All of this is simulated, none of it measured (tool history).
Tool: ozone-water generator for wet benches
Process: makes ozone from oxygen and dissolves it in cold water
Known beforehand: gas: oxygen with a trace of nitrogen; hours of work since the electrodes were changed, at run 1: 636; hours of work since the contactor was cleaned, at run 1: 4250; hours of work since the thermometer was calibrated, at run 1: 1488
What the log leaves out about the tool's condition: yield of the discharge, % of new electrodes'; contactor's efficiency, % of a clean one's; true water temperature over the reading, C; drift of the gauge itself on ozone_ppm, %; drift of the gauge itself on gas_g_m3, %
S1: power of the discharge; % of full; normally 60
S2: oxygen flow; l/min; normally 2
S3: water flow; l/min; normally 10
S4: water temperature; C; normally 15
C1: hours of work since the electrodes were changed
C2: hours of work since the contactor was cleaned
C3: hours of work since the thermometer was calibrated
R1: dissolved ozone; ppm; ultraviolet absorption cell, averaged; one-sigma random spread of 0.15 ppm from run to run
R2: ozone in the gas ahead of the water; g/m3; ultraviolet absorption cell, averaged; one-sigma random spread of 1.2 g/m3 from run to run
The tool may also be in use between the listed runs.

Run 1, hour 0: usual settings; C1 636; C2 4250; C3 1488. Result: R1 19.1 ppm, R2 217.8 g/m3.
Run 2, hour 28.3: usual settings; C1 657; C2 4270; C3 1509. Result: R1 19.2 ppm, R2 218.7 g/m3.
Run 3, hour 55.8: usual settings but S3 8 l/min; C1 676; C2 4290; C3 1528. Result: R1 23.2 ppm, R2 217.7 g/m3.
Run 4, hour 80.3: usual settings; C1 694; C2 4308; C3 1546. Result: R1 19.3 ppm, R2 218.1 g/m3.
Run 5, hour 95.7: usual settings; C1 705; C2 4319; C3 1557. Result: R1 19.1 ppm, R2 219.9 g/m3.
Run 6, hour 116.3: usual settings; C1 720; C2 4333; C3 1572. Result: R1 19.1 ppm, R2 218.7 g/m3.
Run 7, hour 139.1: usual settings; C1 736; C2 4350; C3 1588. Result: R1 19.4 ppm, R2 217 g/m3.
Run 8, hour 161.6: usual settings but S4 10 C; C1 752; C2 4366; C3 1604. Result: R1 20.2 ppm, R2 218 g/m3.
Run 9, hour 179.3: usual settings but S4 10 C; C1 765; C2 4379; C3 1617. Result: R1 20.5 ppm, R2 217.8 g/m3.
Run 10, hour 197.4: usual settings but S4 10 C; C1 778; C2 4392; C3 1630. Result: R1 20.4 ppm, R2 220.5 g/m3.
Run 11, hour 218.6: usual settings but S4 10 C; C1 793; C2 4407; C3 1645. Result: R1 20.1 ppm, R2 218.9 g/m3.
Run 12, hour 248.2: usual settings but S4 10 C; C1 814; C2 4428; C3 1666. Result: R1 20.5 ppm, R2 218.5 g/m3.
Run 13, hour 270.1: usual settings but S1 65 % of full, S4 10 C; C1 830; C2 4444; C3 1682. Result: R1 21.8 ppm, R2 235.5 g/m3.
Run 14, hour 289.7: usual settings but S1 65 % of full, S4 10 C; C1 844; C2 4458; C3 1696. Result: R1 21.8 ppm, R2 235.8 g/m3.
Run 15, hour 317.4: usual settings but S1 65 % of full, S4 10 C; C1 864; C2 4477; C3 1716. Result: R1 21.8 ppm, R2 235.5 g/m3.
Run 16, hour 331: usual settings; C1 874; C2 4487; C3 1725. Result: R1 19.4 ppm, R2 219.8 g/m3.
Run 17, hour 345.1: usual settings but S4 8 C; C1 884; C2 4497; C3 1735. Result: R1 20.6 ppm, R2 219.3 g/m3.
Run 18, hour 364.2: usual settings but S1 82 % of full; C1 897; C2 4511; C3 1749. Result: R1 25.2 ppm, R2 288.5 g/m3.
Run 19, hour 392.6: usual settings but S1 82 % of full, S2 2.45 l/min; C1 918; C2 4531; C3 1769. Result: R1 25.9 ppm, R2 255.9 g/m3.
Run 20, hour 406.6: usual settings but S1 76 % of full, S2 1.02 l/min, S4 10 C; C1 928; C2 4541; C3 1779. Result: R1 22.4 ppm, R2 396.3 g/m3.
Run 21, hour 423.8: usual settings but S1 76 % of full, S2 1.02 l/min, S4 10 C; C1 940; C2 4554; C3 1792. Result: R1 22.5 ppm, R2 395 g/m3.
Run 22, hour 450: usual settings but S1 68 % of full, S2 1.78 l/min, S3 7 l/min; C1 959; C2 4572; C3 1811. Result: R1 28.9 ppm, R2 263.1 g/m3.
Run 23, hour 476.3: usual settings but S1 68 % of full, S2 1.78 l/min, S3 7 l/min; C1 978; C2 4591; C3 1829. Result: R1 28.8 ppm, R2 262.3 g/m3.
Run 24, hour 507.7: usual settings but S1 68 % of full, S2 1.78 l/min, S3 7 l/min; C1 1000; C2 4614; C3 1852. Result: R1 28.4 ppm, R2 261.7 g/m3.

Run 25 has not been measured yet. What should we expect?
Run 25, hour 537.8: usual settings but S2 1.75 l/min, S4 12 C; C1 1022; C2 4635; C3 1873. Result: R1 ?, R2 ?.

R1: 19.9 ppm
R2: 235.3 g/m3
Without the tool's hidden state the same run would have given R1 19.9 ppm, R2 235.4 g/m3.
